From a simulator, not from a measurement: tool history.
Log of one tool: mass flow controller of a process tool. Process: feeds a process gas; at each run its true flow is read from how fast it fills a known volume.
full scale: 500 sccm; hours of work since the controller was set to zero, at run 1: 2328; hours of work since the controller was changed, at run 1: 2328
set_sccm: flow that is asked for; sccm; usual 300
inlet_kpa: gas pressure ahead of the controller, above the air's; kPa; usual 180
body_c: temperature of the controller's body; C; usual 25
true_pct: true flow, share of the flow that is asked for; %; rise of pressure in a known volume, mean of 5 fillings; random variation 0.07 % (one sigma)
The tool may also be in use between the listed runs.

run,hour,set_sccm,inlet_kpa,body_c,hours of work since the controller was set to zero,hours of work since the controller was changed,true_pct
1,0,300,180,25,2328,2328,99.87
2,55.8,300,180,25,2362,2362,99.96
3,108.3,300,180,25,2393,2393,99.74
4,153.6,300,180,25,2421,2421,99.9
5,215.1,300,180,25,2457,2457,99.9
6,309.8,300,180,25,2514,2514,99.91
7,397.5,300,180,25,2567,2567,99.93
8,449.6,300,180,25,2598,2598,100.07
9,526.1,78,180,25,2644,2644,100.5
10,580.4,300,180,25,2677,2677,100.1
11,677.7,300,180,23,2735,2735,99.99
12,721.2,300,180,32,2761,2761,100.34
13,781,300,180,32,2797,2797,100.37
14,863.2,300,180,32,2846,2846,100.29
15,953.5,300,180,32,2900,2900,100.36
16,1005.9,61,180,23,2932,2932,101.61
17,1059.8,61,180,23,2964,2964,101.71
18,1162.7,61,180,23,3026,3026,101.7
19,1248.4,101,153,23,3077,3077,100.39
20,1325.4,101,153,23,3124,3124,100.49
21,1412.2,131,184,38,3176,3176,100.78
22,1485.3,131,184,38,3220,3220,100.62
23,1527.2,313,265,28,3245,3245,101.18
24,1602.3,73,163,28,3290,3290,101.68

The next listed run, before its measurement:
25,1672.5,68,163,28,3332,3332,?

Run 25 gave true_pct 101.81 %.
Without the tool's hidden state the same run would have given true_pct 96.92 %.
